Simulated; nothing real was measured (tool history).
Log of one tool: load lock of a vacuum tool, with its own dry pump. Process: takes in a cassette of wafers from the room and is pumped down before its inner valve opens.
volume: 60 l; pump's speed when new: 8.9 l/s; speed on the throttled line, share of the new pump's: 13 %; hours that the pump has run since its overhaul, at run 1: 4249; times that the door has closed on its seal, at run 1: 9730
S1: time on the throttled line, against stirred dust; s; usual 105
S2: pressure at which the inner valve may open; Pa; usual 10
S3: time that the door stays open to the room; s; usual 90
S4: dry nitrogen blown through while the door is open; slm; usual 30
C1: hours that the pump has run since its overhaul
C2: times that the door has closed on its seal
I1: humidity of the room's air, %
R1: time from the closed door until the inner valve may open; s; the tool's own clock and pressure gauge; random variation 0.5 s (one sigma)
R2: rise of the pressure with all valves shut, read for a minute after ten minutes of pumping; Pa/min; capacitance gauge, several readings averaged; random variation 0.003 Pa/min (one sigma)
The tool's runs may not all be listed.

Run 1, hour 0: usual settings; C1 4249; C2 9730; I1 46.7. Result: R1 154.2 s, R2 0.065 Pa/min.
Run 2, hour 63.2: usual settings; C1 4312; C2 9892; I1 45.1. Result: R1 156.7 s, R2 0.065 Pa/min.
Run 3, hour 175: usual settings; C1 4424; C2 10181; I1 46. Result: R1 155.1 s, R2 0.064 Pa/min.
Run 4, hour 263.7: usual settings; C1 4513; C2 10409; I1 46.6. Result: R1 155.1 s, R2 0.066 Pa/min.
Run 5, hour 355.3: usual settings; C1 4604; C2 10646; I1 45.6. Result: R1 155.7 s, R2 0.066 Pa/min.
Run 6, hour 468: usual settings; C1 4717; C2 10936; I1 42.8. Result: R1 155.8 s, R2 0.068 Pa/min.
Run 7, hour 576: usual settings; C1 4825; C2 11215; I1 46.3. Result: R1 155.7 s, R2 0.071 Pa/min.
Run 8, hour 622.6: usual settings but S1 89 s, S2 11 Pa; C1 4872; C2 11335; I1 43. Result: R1 141 s, R2 0.074 Pa/min.
Run 9, hour 713.2: usual settings but S3 234 s, S4 4 slm; C1 4962; C2 11569; I1 42.2. Result: R1 155.9 s, R2 0.12 Pa/min.
Run 10, hour 789.1: usual settings but S3 234 s, S4 4 slm; C1 5038; C2 11764; I1 44.3. Result: R1 156.2 s, R2 0.118 Pa/min.
Run 11, hour 901.9: usual settings but S1 60 s, S2 14 Pa, S3 227 s; C1 5151; C2 12055; I1 46.2. Result: R1 114.2 s, R2 0.092 Pa/min.

Measured less the same run without the tool's hidden state. The same run-to-run variation is in both; the gauge's scatter may not be:
The hidden state here: pump's speed, % of a new pump's; leak at the door's seal, Pa l/s; drift of the gauge itself on ready_s, %; drift of the gauge itself on rise_pa_min, %.
run    R1      R2
  1  +2.1  +0.036
  2  +2.1  +0.036
  3  +2.1  +0.038
  4  +2.1  +0.039
  5  +2.3  +0.041
  6  +2.3  +0.041
  7  +2.4  +0.043
  8  +2.5  +0.044
  9  +2.5  +0.046
 10  +2.5  +0.046
 11  +2.8  +0.048
